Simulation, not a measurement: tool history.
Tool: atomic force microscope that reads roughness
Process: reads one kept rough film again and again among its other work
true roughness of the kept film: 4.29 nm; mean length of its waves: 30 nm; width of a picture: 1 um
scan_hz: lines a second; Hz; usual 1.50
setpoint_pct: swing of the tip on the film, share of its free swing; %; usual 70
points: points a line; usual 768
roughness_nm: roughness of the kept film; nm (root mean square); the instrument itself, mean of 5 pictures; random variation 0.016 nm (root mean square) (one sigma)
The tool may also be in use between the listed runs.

| run | hour | scan_hz | setpoint_pct | points | roughness_nm |
|---|---|---|---|---|---|
| 1 | 0.0 | 1.50 | 70 | 768 | 3.049 |
|  | 23.4 | new tip fitted |
| 2 | 60.5 | 1.50 | 70 | 768 | 3.652 |
| 3 | 109.5 | 1.50 | 70 | 280 | 3.362 |
|  | 149.8 | height scale calibrated on a step standard |
| 4 | 160.8 | 1.50 | 70 | 299 | 3.197 |
| 5 | 215.5 | 1.50 | 70 | 299 | 2.975 |
|  | 225.4 | new tip fitted |
| 6 | 260.6 | 1.50 | 58 | 768 | 3.802 |
|  | 291.4 | height scale calibrated on a step standard, once more |
| 7 | 333.2 | 1.50 | 78 | 768 | 3.182 |
| 8 | 402.9 | 1.50 | 84 | 768 | 2.895 |
|  | 428.8 | new tip fitted |
| 9 | 473.5 | 1.50 | 77 | 768 | 3.463 |
| 10 | 526.1 | 1.50 | 80 | 768 | 3.182 |
| 11 | 589.3 | 1.50 | 70 | 382 | 3.023 |
|  | 631.6 | new tip fitted |
| 12 | 639.0 | 1.50 | 57 | 768 | 3.811 |
| 13 | 710.3 | 1.50 | 73 | 768 | 3.345 |
| 14 | 748.0 | 1.50 | 73 | 410 | 3.179 |
| 15 | 817.0 | 1.50 | 66 | 768 | 2.982 |
|  | 832.5 | new tip fitted |
| 16 | 856.2 | 1.50 | 70 | 768 | 3.634 |
| 17 | 885.9 | 1.50 | 70 | 768 | 3.490 |
| 18 | 928.6 | 1.50 | 70 | 768 | 3.292 |
| 19 | 984.8 | 1.50 | 70 | 768 | 3.089 |
| 20 | 1018.2 | 1.50 | 70 | 768 | 2.953 |
|  | 1033.8 | new tip fitted |
| 21 | 1050.8 | 1.50 | 70 | 768 | 3.666 |
| 22 | 1103.9 | 1.50 | 70 | 768 | 3.436 |
| 23 | 1138.3 | 1.50 | 70 | 768 | 3.299 |
| 24 | 1202.1 | 1.50 | 70 | 768 | 3.067 |
|  | 1236.8 | new tip fitted |
| 25 | 1251.0 | 1.87 | 74 | 831 | 3.632 |
| 26 | 1293.7 | 1.87 | 74 | 831 | 3.433 |
| 27 | 1334.1 | 1.87 | 74 | 831 | 3.265 |
| 28 | 1378.7 | 2.00 | 80 | 865 | 2.989 |
| 29 | 1421.8 | 2.00 | 80 | 865 | 2.852 |
|  | 1438.6 | new tip fitted |
| 30 | 1468.7 | 1.24 | 58 | 979 | 3.717 |
| 31 | 1526.7 | 2.15 | 58 | 979 | 3.411 |
| 32 | 1585.3 | 2.15 | 58 | 979 | 3.182 |
|  | 1639.7 | new tip fitted |
| 33 | 1650.3 | 0.99 | 70 | 620 | 3.760 |
| 34 | 1698.3 | 0.50 | 59 | 505 | 3.621 |
| 35 | 1763.5 | 1.50 | 70 | 476 | 3.193 |
| 36 | 1811.8 | 1.50 | 68 | 768 | 3.014 |
|  | 1843.3 | new tip fitted |
| 37 | 1873.4 | 1.50 | 68 | 768 | 3.629 |
| 38 | 1943.1 | 0.96 | 82 | 555 | 3.288 |
| 39 | 1988.6 | 1.54 | 70 | 911 | 3.159 |
|  | 2042.6 | new tip fitted |
| 40 | 2049.2 | 3.57 | 61 | 841 | 3.721 |
| 41 | 2106.4 | 3.57 | 61 | 841 | 3.452 |
| 42 | 2175.3 | 3.57 | 61 | 841 | 3.128 |
| 43 | 2208.8 | 3.57 | 61 | 841 | 3.022 |
|  | 2244.9 | new tip fitted |
| 44 | 2251.6 | 1.50 | 66 | 682 | 3.772 |
| 45 | 2314.6 | 1.08 | 56 | 313 | 3.522 |

5 ways to go on from here, each from the tool as it stands after run 45. What would each give?
| A | 2376.8 | 0.57 | 70 | 768 | ? |
| B | 2376.8 | 1.22 | 56 | 313 | ? |
| C | 2376.8 | 1.50 | 69 | 323 | ? |
| D | 2376.8 | 1.50 | 70 | 781 | ? |
| E | 2376.8 | 1.45 | 60 | 877 | ? |

| run | roughness_nm |
|---|---|
| A | 3.264 |
| B | 3.257 |
| C | 3.151 |
| D | 3.196 |
| E | 3.270 |
Without the tool's hidden state the same runs would have given:
| run | roughness_nm |
|---|---|
| A | 3.850 |
| B | 3.842 |
| C | 3.717 |
| D | 3.768 |
| E | 3.856 |

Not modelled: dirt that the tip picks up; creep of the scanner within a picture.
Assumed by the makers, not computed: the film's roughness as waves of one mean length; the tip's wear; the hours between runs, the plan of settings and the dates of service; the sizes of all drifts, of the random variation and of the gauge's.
